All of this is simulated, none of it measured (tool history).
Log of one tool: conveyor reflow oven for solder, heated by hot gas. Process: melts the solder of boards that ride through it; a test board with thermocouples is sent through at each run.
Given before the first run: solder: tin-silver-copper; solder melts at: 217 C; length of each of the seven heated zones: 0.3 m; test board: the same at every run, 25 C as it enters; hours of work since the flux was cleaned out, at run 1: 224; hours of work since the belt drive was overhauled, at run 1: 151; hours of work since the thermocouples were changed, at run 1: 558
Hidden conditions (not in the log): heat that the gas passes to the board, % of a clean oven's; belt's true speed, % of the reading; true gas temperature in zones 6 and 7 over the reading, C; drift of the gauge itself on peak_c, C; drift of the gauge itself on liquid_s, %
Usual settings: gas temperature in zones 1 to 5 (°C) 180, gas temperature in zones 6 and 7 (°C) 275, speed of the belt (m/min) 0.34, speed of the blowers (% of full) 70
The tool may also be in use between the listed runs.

| run | hour | gas temperature in zones 1 to 5 (°C) | gas temperature in zones 6 and 7 (°C) | speed of the belt (m/min) | speed of the blowers (% of full) | hours of work since the flux was cleaned out | hours of work since the belt drive was overhauled | hours of work since the thermocouples were changed | highest temperature of the board (°C) | time above the solder's melting point (s) |
|---|---|---|---|---|---|---|---|---|---|---|
| 1 | 0 | 180 | 275 | 0.34 | 70 | 224 | 151 | 558 | 257.8 | 87.3 |
| 2 | 16 | 167 | 275 | 0.34 | 70 | 232 | 159 | 566 | 255.3 | 79 |
| 3 | 25.3 | 180 | 275 | 0.34 | 70 | 236 | 163 | 570 | 258 | 87.3 |
| 4 | 38.4 | 180 | 275 | 0.34 | 70 | 242 | 169 | 577 | 257.7 | 86.8 |
| 5 | 53.7 | 180 | 275 | 0.34 | 70 | 249 | 176 | 584 | 257.4 | 86.6 |
| 6 | 67.9 | 176 | 275 | 0.34 | 70 | 256 | 183 | 590 | 256.2 | 84.3 |
|  | 73 | belt drive overhauled, speed set with a stopwatch |
| 7 | 78.8 | 176 | 275 | 0.321 | 70 | 259 | 3 | 594 | 258.8 | 92.1 |
| 8 | 92.4 | 180 | 265 | 0.34 | 70 | 266 | 9 | 600 | 248.3 | 78.5 |

Predict the results of run 9:
| 9 | 102.6 | 180 | 265 | 0.312 | 70 | 271 | 14 | 605 | ? | ? |

{"run 9": {"highest temperature of the board (°C)": 251, "time above the solder's melting point (s)": 89.9}}
With no hidden state in the tool, this same run would have given highest temperature of the board (°C) 253.3, time above the solder's melting point (s) 92.5.
